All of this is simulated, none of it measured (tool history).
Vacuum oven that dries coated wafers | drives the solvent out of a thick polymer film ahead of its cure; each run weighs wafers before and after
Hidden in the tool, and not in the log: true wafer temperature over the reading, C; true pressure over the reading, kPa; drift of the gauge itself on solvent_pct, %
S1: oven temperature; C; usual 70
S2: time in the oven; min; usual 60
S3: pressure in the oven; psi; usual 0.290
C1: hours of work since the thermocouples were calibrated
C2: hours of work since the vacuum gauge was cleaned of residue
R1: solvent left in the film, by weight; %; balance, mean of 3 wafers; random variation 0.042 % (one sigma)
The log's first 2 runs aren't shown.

| run | hour | S1 | S2 | S3 | C1 | C2 | R1 |
|---|---|---|---|---|---|---|---|
| 3 | 47.0 | 70 | 60 | 0.290 | 1068 | 662 | 3.06 |
| 4 | 88.9 | 70 | 60 | 0.580 | 1095 | 688 | 4.26 |
| 5 | 113.7 | 70 | 60 | 0.580 | 1110 | 703 | 4.22 |
| 6 | 151.2 | 70 | 60 | 0.290 | 1134 | 727 | 3.05 |
| 7 | 194.8 | 70 | 60 | 0.290 | 1161 | 754 | 3.03 |
| 8 | 221.1 | 70 | 60 | 0.290 | 1177 | 771 | 2.96 |
| 9 | 260.8 | 70 | 60 | 0.290 | 1202 | 795 | 2.99 |
| 10 | 287.5 | 70 | 60 | 0.290 | 1219 | 812 | 2.94 |
| 11 | 319.1 | 70 | 60 | 0.290 | 1239 | 832 | 3.02 |
| 12 | 337.7 | 70 | 60 | 0.290 | 1250 | 844 | 2.95 |
| 13 | 367.8 | 78 | 60 | 0.290 | 1269 | 862 | 1.51 |
| 14 | 407.1 | 78 | 60 | 0.290 | 1294 | 887 | 1.46 |
| 15 | 430.9 | 78 | 60 | 0.290 | 1309 | 902 | 1.54 |
| 16 | 464.1 | 61 | 60 | 0.290 | 1330 | 923 | 5.76 |
| 17 | 501.7 | 70 | 60 | 0.743 | 1353 | 946 | 4.96 |
| 18 | 519.5 | 62 | 60 | 0.290 | 1364 | 957 | 5.29 |
| 19 | 545.1 | 70 | 60 | 0.902 | 1380 | 973 | 5.64 |
| 20 | 566.8 | 70 | 44 | 0.251 | 1394 | 987 | 3.81 |
|  | 570.6 | oven's thermocouples calibrated |
| 21 | 608.1 | 70 | 92 | 0.302 | 23 | 1012 | 2.04 |
| 22 | 637.0 | 70 | 92 | 0.302 | 42 | 1030 | 2.06 |
| 23 | 674.5 | 75 | 32 | 0.165 | 65 | 1053 | 3.19 |
|  | 713.5 | oven's thermocouples calibrated, once more |
| 24 | 716.4 | 60 | 54 | 1.095 | 2 | 1078 | 10.73 |
| 25 | 737.0 | 57 | 60 | 0.695 | 15 | 1091 | 9.51 |
| 26 | 773.4 | 57 | 60 | 0.695 | 37 | 1114 | 9.60 |
| 27 | 799.7 | 57 | 92 | 0.695 | 54 | 1130 | 8.73 |

Forecast run 28:
| 28 | 833.7 | 70 | 98 | 0.257 | 75 | 1152 | ? |

R1: 2.09 %
Without the tool's hidden state the same run would have given R1 1.84 %.
